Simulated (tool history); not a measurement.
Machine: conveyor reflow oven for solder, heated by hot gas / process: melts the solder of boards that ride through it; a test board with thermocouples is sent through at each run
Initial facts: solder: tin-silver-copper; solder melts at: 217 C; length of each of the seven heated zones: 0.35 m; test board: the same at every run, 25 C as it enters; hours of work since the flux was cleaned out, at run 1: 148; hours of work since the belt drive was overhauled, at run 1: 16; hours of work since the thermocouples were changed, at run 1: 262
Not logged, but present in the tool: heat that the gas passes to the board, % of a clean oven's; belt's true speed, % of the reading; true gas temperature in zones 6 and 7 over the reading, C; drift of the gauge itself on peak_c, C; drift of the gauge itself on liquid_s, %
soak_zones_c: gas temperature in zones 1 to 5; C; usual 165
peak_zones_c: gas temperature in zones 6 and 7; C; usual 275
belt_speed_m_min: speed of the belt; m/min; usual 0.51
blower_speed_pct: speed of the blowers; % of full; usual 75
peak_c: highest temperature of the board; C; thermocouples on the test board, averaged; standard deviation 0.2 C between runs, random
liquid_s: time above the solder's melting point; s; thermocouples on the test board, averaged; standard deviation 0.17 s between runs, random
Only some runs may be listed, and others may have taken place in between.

run   hour  soak_zones_c  peak_zones_c  belt_speed_m_min  blower_speed_pct  hours of work since the flux was cleaned out  hours of work since the belt drive was overhauled  hours of work since the thermocouples were changed  peak_c  liquid_s
  1      0           165           275              0.51                75                                           148                                                 16                                                 262   258.2        63
  2   19.3           165           275              0.51                75                                           157                                                 26                                                 272   257.9      62.7
  3   44.5           165           275              0.51                75                                           169                                                 38                                                 284   258.1      62.4
  4   70.9           165           269              0.51                75                                           181                                                 50                                                 296   252.6      58.7
  5   88.6           165           275              0.51                75                                           190                                                 58                                                 304   258.2      62.4
  6  109.3           165           275              0.51                75                                           199                                                 68                                                 314   258.1      62.3
  7  122.3           165           275              0.51                75                                           206                                                 75                                                 321   257.6      62.6
  8  141.1           161           275              0.51                75                                           215                                                 83                                                 329   257.1      60.6
  9    169           161           275              0.51                75                                           228                                                 97                                                 343   257.6      60.5
 10  192.4           165           275              0.51                75                                           239                                                108                                                 354   258.1      62.5
 11  210.1           165           275              0.51                75                                           247                                                116                                                 362   257.7      62.6
 12  226.6           165           275              0.51                75                                           255                                                124                                                 370   257.9      62.2
     252.2  -- flux residue cleaned out of gas plates and filters
 13  259.8           165           275              0.51                75                                             4                                                137                                                 383   259.3      63.8
 14    277           165           275              0.51                75                                            12                                                146                                                 392     259      63.5
 15  296.5           165           275              0.51                54                                            21                                                155                                                 401   254.3      58.8
 16  323.9           165           267              0.51                75                                            34                                                168                                                 414   252.3        59
 17    340           165           267              0.51                77                                            42                                                176                                                 422   252.8      58.9
 18  362.7           165           267              0.51                77                                            52                                                186                                                 432   252.8      59.2
     368.2  -- belt drive overhauled, speed set with a stopwatch
 19  389.8           162           275              0.51                75                                            63                                                 10                                                 443   259.2      62.2
 20  405.5           162           275              0.51                75                                            71                                                 18                                                 451   259.1      62.5
     432.9  -- belt drive overhauled, speed set with a stopwatch, once more
 21  437.2           162           275              0.51                75                                            84                                                  2                                                 464   258.9      62.2
 22  449.5           162           266             0.553                69                                            90                                                  8                                                 470     247      47.3
 23  474.9           177           266             0.553                80                                           102                                                 20                                                 482   251.7      57.6
 24  503.7           165           279             0.427                79                                           116                                                 34                                                 496   269.3        84
 25  529.2           165           279             0.427                79                                           128                                                 46                                                 508   269.7      84.2
 26  554.3           154           275              0.52                75                                           140                                                 58                                                 520   256.4      56.7
 27  577.1           161           289             0.451                72                                           151                                                 69                                                 530   275.5      80.9
 28  597.2           161           289             0.451                72                                           160                                                 78                                                 540   275.3      80.7
 29  626.2           161           289             0.451                72                                           174                                                 92                                                 554   275.2      81.3
 30  638.8           161           289             0.451                72                                           180                                                 98                                                 560   275.3      80.7
 31  654.3           163           283              0.56                72                                           187                                                105                                                 567   261.5        58

Same runs, no hidden state in the tool, same run-to-run variation:
run  peak_c  liquid_s
  1   258.1      63.2
  2   257.9        63
  3   258.1      62.7
  4   252.6      59.1
  5   258.2      62.7
  6   258.2      62.6
  7   257.7      62.9
  8   257.2        61
  9   257.8      60.9
 10   258.2      62.8
 11   257.8      62.9
 12     258      62.5
 13   257.8      62.7
 14   257.5      62.5
 15   252.9      57.6
 16   250.8      57.9
 17   251.3      57.8
 18   251.4      58.1
 19   257.8      61.2
 20   257.6      61.5
 21   257.6      61.4
 22   245.7      46.4
 23   250.4      56.9
 24   267.7      83.3
 25   268.2      83.5
 26   255.2      56.1
 27   274.1      80.3
 28   273.9        80
 29   273.8      80.6
 30   273.9        80
 31   260.6      57.5
